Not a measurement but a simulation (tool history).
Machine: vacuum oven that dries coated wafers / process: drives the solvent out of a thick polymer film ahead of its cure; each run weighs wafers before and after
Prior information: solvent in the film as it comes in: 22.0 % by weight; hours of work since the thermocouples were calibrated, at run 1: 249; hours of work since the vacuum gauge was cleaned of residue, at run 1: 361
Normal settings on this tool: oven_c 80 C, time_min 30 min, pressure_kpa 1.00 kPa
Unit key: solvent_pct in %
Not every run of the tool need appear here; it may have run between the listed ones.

run,hour,oven_c,time_min,pressure_kpa,hours of work since the thermocouples were calibrated,hours of work since the vacuum gauge was cleaned of residue,solvent_pct
1,0.0,80,30,1.00,249,361,2.26
2,6.7,73,30,1.00,253,365,4.03
3,15.5,73,30,1.00,258,370,4.20
4,26.0,73,30,1.00,263,375,4.26
5,36.2,73,30,1.00,269,381,4.21
6,46.0,80,30,1.00,274,386,2.30
7,51.6,66,30,1.00,277,389,6.45
8,63.8,66,30,1.00,284,396,6.57
9,71.2,66,30,1.00,288,400,6.49
10,80.3,80,30,1.00,293,405,2.35
11,89.2,80,30,1.00,298,410,2.33
12,100.0,80,30,1.00,304,416,2.26
13,106.4,80,30,0.98,307,419,2.37
14,119.3,80,30,0.98,314,426,2.40
15,129.3,80,30,0.98,320,432,2.40
16,135.0,80,30,0.98,323,435,2.30
17,142.9,80,30,0.98,327,439,2.28
18,153.3,93,30,1.00,333,445,0.50
19,165.0,93,30,1.00,339,451,0.53
20,173.4,93,30,1.00,344,456,0.56
21,185.8,80,32,1.00,351,463,2.05
22,197.4,80,32,1.00,357,469,2.06
23,205.0,84,30,1.00,361,473,1.56
24,211.0,84,30,1.00,364,476,1.67
25,216.3,93,44,1.00,367,479,0.32
26,221.8,93,24,1.33,370,482,1.07
27,228.7,89,40,0.80,374,486,0.38
28,238.0,79,30,1.00,379,491,2.55
29,246.3,79,30,1.00,384,496,2.63
30,254.6,90,30,1.00,388,500,0.79
31,260.2,90,30,1.00,391,503,0.68
32,270.1,90,30,2.95,397,509,1.22
33,276.1,90,30,2.95,400,512,1.19
34,281.4,76,30,3.16,403,515,4.15
35,290.0,76,30,3.16,407,519,4.21
36,299.4,73,20,1.06,413,525,6.80
37,306.7,80,34,0.59,417,529,1.73
38,319.0,88,17,1.79,423,535,3.34
39,326.8,72,51,2.39,427,539,2.64
40,339.2,73,37,1.32,434,546,3.22
41,345.4,80,39,1.13,438,550,1.45
42,352.4,80,39,1.13,441,553,1.45
43,361.2,80,39,1.13,446,558,1.53
44,369.8,68,26,1.00,451,563,6.71
45,376.0,69,47,1.00,454,566,2.93
46,385.1,69,47,1.00,459,571,3.01

Below, some changes in solvent_pct between adjacent runs. For each, the amount present without the hidden state too (settings, incoming material, random variation) and the amount remaining for the hidden state with gauge scatter not shared by both compared results:
Hidden state at play: true wafer temperature over the reading, C; true pressure over the reading, kPa; drift of the gauge itself on solvent_pct, %.
Run 6 -> 7: oven_c 80 -> 66. solvent_pct +4.15 %: hidden state +0.06, all else +4.09.
Run 27 -> 28: oven_c 89 -> 79, time_min 40 -> 30, pressure_kpa 0.80 -> 1.00. solvent_pct +2.17 %: hidden state +0.11, all else +2.06.
Run 33 -> 34: oven_c 90 -> 76, pressure_kpa 2.95 -> 3.16. solvent_pct +2.96 %: hidden state +0.12, all else +2.84.
Run 36 -> 37: oven_c 73 -> 80, time_min 20 -> 34, pressure_kpa 1.06 -> 0.59. solvent_pct -5.07 %: hidden state -0.08, all else -4.99.
Run 43 -> 44: oven_c 80 -> 68, time_min 39 -> 26, pressure_kpa 1.13 -> 1.00. solvent_pct +5.18 %: hidden state +0.13, all else +5.05.

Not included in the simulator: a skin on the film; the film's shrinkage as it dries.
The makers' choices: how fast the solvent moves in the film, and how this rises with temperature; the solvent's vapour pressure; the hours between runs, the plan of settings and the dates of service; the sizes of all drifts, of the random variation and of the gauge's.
